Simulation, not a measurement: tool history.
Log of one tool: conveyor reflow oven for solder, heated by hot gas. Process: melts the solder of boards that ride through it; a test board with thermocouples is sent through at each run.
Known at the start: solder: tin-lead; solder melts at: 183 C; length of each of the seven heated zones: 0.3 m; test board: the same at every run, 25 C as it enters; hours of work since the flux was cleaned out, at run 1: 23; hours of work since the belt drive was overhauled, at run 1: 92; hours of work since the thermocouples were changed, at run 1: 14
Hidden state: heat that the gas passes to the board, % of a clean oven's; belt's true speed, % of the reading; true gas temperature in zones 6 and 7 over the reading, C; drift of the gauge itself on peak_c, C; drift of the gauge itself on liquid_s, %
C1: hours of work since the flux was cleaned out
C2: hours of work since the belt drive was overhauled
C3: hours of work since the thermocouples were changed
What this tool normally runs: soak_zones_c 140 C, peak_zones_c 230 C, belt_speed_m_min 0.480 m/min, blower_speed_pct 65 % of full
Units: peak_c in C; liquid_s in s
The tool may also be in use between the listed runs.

{"run": 1, "day": 0.0, "soak_zones_c": 140, "peak_zones_c": 230, "belt_speed_m_min": 0.48, "blower_speed_pct": 65, "C1": 23, "C2": 92, "C3": 14, "peak_c": 212.16, "liquid_s": 52.13}
{"run": 2, "day": 0.379, "soak_zones_c": 140, "peak_zones_c": 230, "belt_speed_m_min": 0.439, "blower_speed_pct": 65, "C1": 29, "C2": 99, "C3": 20, "peak_c": 214.92, "liquid_s": 60.43}
{"run": 3, "day": 0.788, "soak_zones_c": 140, "peak_zones_c": 230, "belt_speed_m_min": 0.439, "blower_speed_pct": 65, "C1": 36, "C2": 106, "C3": 28, "peak_c": 214.94, "liquid_s": 60.46}
{"run": 4, "day": 1.162, "soak_zones_c": 140, "peak_zones_c": 230, "belt_speed_m_min": 0.439, "blower_speed_pct": 65, "C1": 43, "C2": 112, "C3": 34, "peak_c": 214.89, "liquid_s": 60.34}
{"run": 5, "day": 1.667, "soak_zones_c": 140, "peak_zones_c": 230, "belt_speed_m_min": 0.439, "blower_speed_pct": 65, "C1": 52, "C2": 121, "C3": 43, "peak_c": 214.89, "liquid_s": 60.33}
{"run": 6, "day": 2.042, "soak_zones_c": 140, "peak_zones_c": 230, "belt_speed_m_min": 0.439, "blower_speed_pct": 65, "C1": 58, "C2": 128, "C3": 49, "peak_c": 215.0, "liquid_s": 60.36}
{"run": 7, "day": 2.475, "soak_zones_c": 140, "peak_zones_c": 230, "belt_speed_m_min": 0.494, "blower_speed_pct": 65, "C1": 66, "C2": 135, "C3": 57, "peak_c": 211.08, "liquid_s": 49.64}
{"run": 8, "day": 2.846, "soak_zones_c": 140, "peak_zones_c": 230, "belt_speed_m_min": 0.494, "blower_speed_pct": 65, "C1": 72, "C2": 142, "C3": 63, "peak_c": 211.23, "liquid_s": 49.64}
{"run": 9, "day": 3.204, "soak_zones_c": 140, "peak_zones_c": 230, "belt_speed_m_min": 0.494, "blower_speed_pct": 65, "C1": 78, "C2": 148, "C3": 70, "peak_c": 211.19, "liquid_s": 49.75}
{"run": 10, "day": 3.454, "soak_zones_c": 140, "peak_zones_c": 230, "belt_speed_m_min": 0.494, "blower_speed_pct": 65, "C1": 83, "C2": 152, "C3": 74, "peak_c": 211.24, "liquid_s": 49.69}
{"run": 11, "day": 3.679, "soak_zones_c": 140, "peak_zones_c": 230, "belt_speed_m_min": 0.494, "blower_speed_pct": 65, "C1": 87, "C2": 156, "C3": 78, "peak_c": 211.1, "liquid_s": 49.73}
{"run": 12, "day": 4.021, "soak_zones_c": 140, "peak_zones_c": 218, "belt_speed_m_min": 0.494, "blower_speed_pct": 65, "C1": 93, "C2": 162, "C3": 84, "peak_c": 201.21, "liquid_s": 39.04}
{"run": 13, "day": 4.333, "soak_zones_c": 140, "peak_zones_c": 230, "belt_speed_m_min": 0.48, "blower_speed_pct": 72, "C1": 98, "C2": 168, "C3": 89, "peak_c": 213.68, "liquid_s": 53.96}
{"run": 14, "day": 4.7, "soak_zones_c": 140, "peak_zones_c": 230, "belt_speed_m_min": 0.48, "blower_speed_pct": 65, "C1": 104, "C2": 174, "C3": 96, "peak_c": 212.12, "liquid_s": 52.29}
{"run": 15, "day": 5.008, "soak_zones_c": 140, "peak_zones_c": 230, "belt_speed_m_min": 0.48, "blower_speed_pct": 65, "C1": 110, "C2": 179, "C3": 101, "peak_c": 212.12, "liquid_s": 52.16}

What will run 16 give?
{"run": 16, "day": 5.258, "soak_zones_c": 150, "peak_zones_c": 238, "belt_speed_m_min": 0.402, "blower_speed_pct": 69, "C1": 114, "C2": 184, "C3": 105, "peak_c": "?", "liquid_s": "?"}

peak_c: 226.61 C
liquid_s: 80.33 s
With the hidden condition absent and the run-to-run variation left alone, this run would have shown peak_c 226.62 C, liquid_s 80.33 s.

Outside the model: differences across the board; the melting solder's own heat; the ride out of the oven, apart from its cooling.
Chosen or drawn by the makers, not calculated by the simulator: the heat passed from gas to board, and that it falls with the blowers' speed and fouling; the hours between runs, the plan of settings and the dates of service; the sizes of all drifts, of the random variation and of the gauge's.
